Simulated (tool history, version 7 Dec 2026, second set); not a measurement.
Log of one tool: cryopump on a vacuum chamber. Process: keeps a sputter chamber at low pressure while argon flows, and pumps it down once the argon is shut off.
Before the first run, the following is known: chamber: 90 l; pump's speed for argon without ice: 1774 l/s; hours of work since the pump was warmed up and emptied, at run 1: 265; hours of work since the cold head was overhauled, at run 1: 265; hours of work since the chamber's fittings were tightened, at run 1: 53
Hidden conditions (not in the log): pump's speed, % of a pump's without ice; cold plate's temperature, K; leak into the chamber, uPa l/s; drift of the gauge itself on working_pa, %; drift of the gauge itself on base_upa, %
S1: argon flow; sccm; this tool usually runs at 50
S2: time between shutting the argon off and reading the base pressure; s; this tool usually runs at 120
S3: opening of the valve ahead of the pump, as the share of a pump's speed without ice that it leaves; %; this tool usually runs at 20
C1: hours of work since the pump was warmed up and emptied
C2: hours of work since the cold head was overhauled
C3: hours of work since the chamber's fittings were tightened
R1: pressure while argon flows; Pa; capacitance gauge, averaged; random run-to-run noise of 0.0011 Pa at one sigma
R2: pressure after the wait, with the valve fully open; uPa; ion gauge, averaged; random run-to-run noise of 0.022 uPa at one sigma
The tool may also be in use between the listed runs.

run	hour	S1	S2	S3	C1	C2	C3	R1	R2
1	0.0	50	120	20	265	265	53	0.2432	0.68
2	26.8	50	120	20	290	290	77	0.2449	0.74
3	40.3	50	25	20	302	302	89	0.2435	2.18
4	64.2	50	25	20	323	323	111	0.2437	2.26
5	76.3	50	25	20	334	334	121	0.2432	2.22
6	101.3	50	25	20	357	357	144	0.2446	2.28
7	119.5	50	25	20	373	373	160	0.2463	2.31
8	136.7	50	120	20	388	388	176	0.2448	0.91
9	161.8	50	120	32	411	411	198	0.1574	0.92
10	178.2	50	120	32	426	426	213	0.1591	0.97
11	201.9	43	120	20	447	447	234	0.2135	0.96
12	215.7	50	120	32	459	459	247	0.1589	1.01
13	228.6	50	120	32	471	471	258	0.1595	1.02
14	247.5	50	120	32	488	488	275	0.1607	1.06
15	269.7	50	120	32	508	508	295	0.1595	1.11
16	297.3	47	249	22	533	533	320	0.2156	0.94
17	322.7	47	249	22	556	556	343	0.2166	0.96
18	341.7	47	149	47	573	573	360	0.1084	1.13
19	367.1	44	120	20	596	596	383	0.2206	1.26
20	387.3	46	21	19	614	614	401	0.2439	3.11
21	399.7	22	193	18	625	625	412	0.1227	1.15
22	414.0	50	35	19	638	638	425	0.2667	2.39
23	433.3	44	54	55	655	655	443	0.0902	1.86
24	461.0	44	54	55	680	680	467	0.0904	1.93

Below, some changes in R1 between adjacent runs. For each, the amount present without the hidden state too (settings, incoming material, random variation) and the amount remaining for the hidden state with gauge scatter not shared by both compared results:
Run 20 -> 21: S1 46 -> 22, S2 21 -> 193, S3 19 -> 18. R1 -0.1212 Pa: hidden state -0.0065, all else -0.1147.
Run 21 -> 22: S1 22 -> 50, S2 193 -> 35, S3 18 -> 19. R1 +0.1440 Pa: hidden state +0.0084, all else +0.1356.
Run 22 -> 23: S1 50 -> 44, S2 35 -> 54, S3 19 -> 55. R1 -0.1765 Pa: hidden state -0.0013, all else -0.1752.
